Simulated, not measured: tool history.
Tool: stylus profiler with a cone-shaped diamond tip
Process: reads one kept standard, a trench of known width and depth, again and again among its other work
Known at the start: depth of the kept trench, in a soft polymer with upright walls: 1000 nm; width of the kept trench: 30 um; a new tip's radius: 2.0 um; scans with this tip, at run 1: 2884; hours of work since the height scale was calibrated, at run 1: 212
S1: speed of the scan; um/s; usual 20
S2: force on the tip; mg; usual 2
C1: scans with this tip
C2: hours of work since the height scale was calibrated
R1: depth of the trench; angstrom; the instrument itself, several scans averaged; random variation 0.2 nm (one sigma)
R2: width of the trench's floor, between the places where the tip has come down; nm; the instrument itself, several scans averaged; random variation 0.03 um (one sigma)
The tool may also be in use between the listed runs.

run,hour,S1,S2,C1,C2,R1,R2
1,0,20,2,2884,212,10056.3,26030
2,26.8,20,2,3070,226,10058.9,25980
3,44.3,7,2,3192,235,10057.4,26070
4,61.4,7,2,3310,244,10057.9,26040
5,81.8,7,2,3452,254,10057.4,26030
6,106.9,12,2,3626,267,10058.9,25980
7,133.2,12,2,3808,280,10060.8,25920

Run 8 comes next. What will it give?
8,149.8,16,2.97,3923,289,?,?

R1: 10072.8 angstrom
R2: 25950 nm
Without the tool's hidden state the same run would have given R1 10063.4 angstrom, R2 26460 nm.
